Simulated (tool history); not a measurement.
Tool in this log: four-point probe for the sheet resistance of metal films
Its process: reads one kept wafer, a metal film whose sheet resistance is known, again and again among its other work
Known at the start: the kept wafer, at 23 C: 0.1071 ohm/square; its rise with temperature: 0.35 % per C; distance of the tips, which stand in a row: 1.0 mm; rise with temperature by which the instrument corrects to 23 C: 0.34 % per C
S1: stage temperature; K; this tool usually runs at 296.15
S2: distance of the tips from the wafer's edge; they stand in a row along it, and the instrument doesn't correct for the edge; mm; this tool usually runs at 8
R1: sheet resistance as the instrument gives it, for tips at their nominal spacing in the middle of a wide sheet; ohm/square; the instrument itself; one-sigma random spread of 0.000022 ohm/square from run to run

run,hour,S1,S2,R1
1,0,296.15,8,0.108748
2,51,296.15,8,0.108841
3,95,296.15,8,0.10879
4,165.1,296.15,8,0.108818
5,218.2,296.15,8,0.108803
6,292.3,296.15,8,0.108847
7,324.6,301.15,8,0.108972
8,399.6,301.15,8,0.10895
9,459.5,296.15,40,0.107983
10,531.9,296.15,40,0.108068
# hour 539.2: stage's thermometer calibrated
11,588.9,297.15,8,0.10889
12,648.1,297.15,8,0.108936
13,716.8,297.15,8,0.108918
14,764.5,296.15,18,0.108187
15,806.3,298.15,13,0.108417
16,840.1,291.15,52,0.108
17,878.1,296.15,16,0.108284
# hour 944.5: stage's thermometer calibrated, once more
18,944.5,306.15,12,0.108668
19,999,296.15,7,0.109318
20,1069.7,297.15,7,0.109342
21,1111.5,296.15,13,0.108503
22,1180.8,296.15,13,0.108502
23,1244.8,296.15,13,0.108528
24,1287,296.15,47,0.108229
25,1331.8,296.15,47,0.10821
26,1363.8,296.15,15,0.108462
27,1421.5,293.15,9,0.108923

A few steps of R1 between consecutive runs. Split each: what settings, incoming material and random variation would produce without the hidden state, and what is left over for the hidden state, along with gauge scatter present in only one of the two compared results (measured, and without hidden state):
Hidden state present: inner tips' distance over the nominal, %; tips' flats over new ones', %; wafer's true temperature over the reading, C; drift of the gauge itself on sheet_ohm, %.
Run 7 -> 8: no setting touched and nothing written in the log between the runs. R1 -0.000022 ohm/square: hidden state +0.000016, all else -0.000038.
Run 8 -> 9: S1 301.15 -> 296.15, S2 8 -> 40. R1 -0.000967 ohm/square: hidden state +0.000004, all else -0.000971.
Run 17 -> 18: S1 296.15 -> 306.15, S2 16 -> 12, stage's thermometer calibrated, once more. R1 +0.000384 ohm/square: hidden state +0.000096, all else +0.000288.
Run 20 -> 21: S1 297.15 -> 296.15, S2 7 -> 13. R1 -0.000839 ohm/square: hidden state +0, all else -0.000839.

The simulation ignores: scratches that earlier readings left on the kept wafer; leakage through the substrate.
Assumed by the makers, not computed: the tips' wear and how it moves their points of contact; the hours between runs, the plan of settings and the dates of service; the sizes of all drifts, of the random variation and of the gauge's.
